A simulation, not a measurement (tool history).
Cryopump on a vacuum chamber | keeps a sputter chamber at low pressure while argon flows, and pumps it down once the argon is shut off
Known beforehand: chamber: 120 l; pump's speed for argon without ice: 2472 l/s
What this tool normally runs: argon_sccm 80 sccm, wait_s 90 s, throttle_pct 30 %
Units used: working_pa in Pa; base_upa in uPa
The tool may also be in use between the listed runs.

run	day	argon_sccm	wait_s	throttle_pct	working_pa	base_upa
1	0.000	80	90	30	0.1843	1.44
2	0.612	80	90	30	0.1833	1.48
3	1.142	80	207	30	0.1836	1.12
4	2.004	80	207	30	0.1852	1.13
5	2.700	80	207	30	0.1846	1.15
6	3.392	80	90	29	0.1892	1.52
7	4.300	80	90	30	0.1850	1.43
8	5.258	80	46	30	0.1862	2.07
9	6.142	80	46	30	0.1846	2.02
10	6.658	80	46	30	0.1857	2.09
11	7.492	80	46	30	0.1840	2.03
12	8.275	80	46	30	0.1857	2.09
13	9.188	80	90	30	0.1849	1.53
14	10.079	80	90	30	0.1854	1.57
15	11.038	80	90	16	0.3457	1.48
16	11.962	83	86	36	0.1613	1.57
17	12.796	61	86	32	0.1333	1.54
18	13.283	61	86	32	0.1336	1.58
19	14.196	122	90	19	0.4451	1.47
20	14.754	37	102	19	0.1349	1.50
21	15.721	51	52	40	0.0893	1.99
22	16.333	51	52	40	0.0898	1.97
23	17.358	45	34	24	0.1304	2.49
24	18.042	68	20	17	0.2778	3.79
25	18.604	68	20	17	0.2771	3.71
26	19.721	80	32	30	0.1865	2.61
27	20.642	46	146	54	0.0606	1.40
28	21.217	46	146	54	0.0611	1.38
29	21.979	44	30	42	0.0749	2.79
30	22.808	44	30	42	0.0743	2.84

Each row is a separate what-if for the run after 30, all from the same tool condition, not one after another. Results?
A	23.554	128	69	17	?	?
B	23.554	44	22	42	?	?
C	23.554	53	23	30	?	?

run	working_pa	base_upa
A	0.5238	1.82
B	0.0747	3.55
C	0.1246	3.41
Without the tool's unlogged condition, the same runs would have read:
run	working_pa	base_upa
A	0.5153	0.92
B	0.0717	2.66
C	0.1211	2.52

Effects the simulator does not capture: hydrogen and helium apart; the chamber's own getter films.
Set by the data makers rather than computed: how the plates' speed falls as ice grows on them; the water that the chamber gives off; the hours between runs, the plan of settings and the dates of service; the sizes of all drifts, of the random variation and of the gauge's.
